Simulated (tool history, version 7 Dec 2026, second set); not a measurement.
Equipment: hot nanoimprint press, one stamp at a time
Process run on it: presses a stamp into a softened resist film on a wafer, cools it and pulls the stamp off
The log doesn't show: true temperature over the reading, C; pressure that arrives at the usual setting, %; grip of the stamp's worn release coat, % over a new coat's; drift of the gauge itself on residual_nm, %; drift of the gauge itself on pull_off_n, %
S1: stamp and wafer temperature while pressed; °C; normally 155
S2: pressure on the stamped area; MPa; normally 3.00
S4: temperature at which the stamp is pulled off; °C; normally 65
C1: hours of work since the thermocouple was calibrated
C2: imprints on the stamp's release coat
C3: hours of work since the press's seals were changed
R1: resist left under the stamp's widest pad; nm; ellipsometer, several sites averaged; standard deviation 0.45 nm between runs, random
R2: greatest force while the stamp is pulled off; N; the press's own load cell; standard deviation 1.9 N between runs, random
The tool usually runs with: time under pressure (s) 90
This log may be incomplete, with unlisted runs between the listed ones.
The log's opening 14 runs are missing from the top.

Run 15, hour 588.9: usual settings; C1 41; C2 1298; C3 396. Result: R1 140.7 nm, R2 95 N.
Run 16, hour 633.2: usual settings; C1 64; C2 1403; C3 420. Result: R1 139.7 nm, R2 94 N.
Run 17, hour 669.9: usual settings but S1 148 °C, S2 3.30 MPa, time under pressure (s) 75, S4 72 °C; C1 84; C2 1490; C3 439. Result: R1 209.4 nm, R2 86 N.
Run 18, hour 722.8: usual settings but S1 148 °C, S2 3.30 MPa, time under pressure (s) 75, S4 72 °C; C1 112; C2 1615; C3 467. Result: R1 209.0 nm, R2 86 N.
At hour 751.6: stamp cleaned and given a new release coat.
Run 19, hour 764.3: usual settings but S1 148 °C, S2 3.30 MPa, time under pressure (s) 75, S4 72 °C; C1 131; C2 30; C3 486. Result: R1 207.4 nm, R2 83 N.
At hour 774.9: gauge calibrated.
Run 20, hour 802.3: usual settings but S1 143 °C, S2 2.70 MPa, time under pressure (s) 144; C1 151; C2 120; C3 507. Result: R1 240.4 nm, R2 95 N.
Run 21, hour 845.4: usual settings but S1 143 °C, S2 2.70 MPa, time under pressure (s) 144; C1 174; C2 222; C3 529. Result: R1 240.0 nm, R2 93 N.
Run 22, hour 875.4: usual settings but S1 164 °C, S4 51 °C; C1 190; C2 293; C3 545. Result: R1 85.7 nm, R2 112 N.
Run 23, hour 916.7: usual settings but S2 4.58 MPa, S4 66 °C; C1 212; C2 391; C3 567. Result: R1 115.5 nm, R2 90 N.
Run 24, hour 954.1: usual settings but S2 4.58 MPa, time under pressure (s) 103, S4 66 °C; C1 232; C2 479; C3 587. Result: R1 109.0 nm, R2 95 N.
Run 25, hour 989.8: usual settings but S2 3.94 MPa, time under pressure (s) 46; C1 251; C2 564; C3 606. Result: R1 160.8 nm, R2 96 N.
Run 26, hour 1024.2: usual settings but S2 3.49 MPa, time under pressure (s) 68, S4 60 °C; C1 269; C2 645; C3 625. Result: R1 147.2 nm, R2 99 N.
Run 27, hour 1064.0: usual settings but S2 3.49 MPa, time under pressure (s) 68, S4 60 °C; C1 290; C2 739; C3 646. Result: R1 147.7 nm, R2 97 N.
Run 28, hour 1110.2: usual settings but S2 3.49 MPa, time under pressure (s) 68, S4 60 °C; C1 315; C2 848; C3 670. Result: R1 146.3 nm, R2 97 N.
Run 29, hour 1165.3: usual settings but S2 3.49 MPa, time under pressure (s) 68, S4 60 °C; C1 344; C2 979; C3 700. Result: R1 146.6 nm, R2 99 N.
At hour 1187.4: plate thermocouple calibrated.
Run 30, hour 1205.2: usual settings but S1 148 °C, S2 2.07 MPa, time under pressure (s) 136, S4 61 °C; C1 9; C2 1066; C3 719. Result: R1 210.1 nm, R2 100 N.

Branching from run 30: 3 alternative next runs. What would each branch give?
Run A, hour 1264.1: usual settings but S2 4.53 MPa; C1 41; C2 1205; C3 751. Result: R1 ?, R2 ?.
Run B, hour 1264.1: usual settings but S1 161 °C, time under pressure (s) 158; C1 41; C2 1205; C3 751. Result: R1 ?, R2 ?.
Run C, hour 1264.1: usual settings but S1 148 °C, S2 4.13 MPa, time under pressure (s) 136, S4 61 °C; C1 41; C2 1205; C3 751. Result: R1 ?, R2 ?.

run     R1   R2
  A  114.8   93
  B   78.9   95
  C  157.0  102
The same runs, with their run-to-run variation unchanged, on a tool lacking any hidden condition would have given:
run     R1   R2
  A  116.0   92
  B   79.8   95
  C  158.6  101
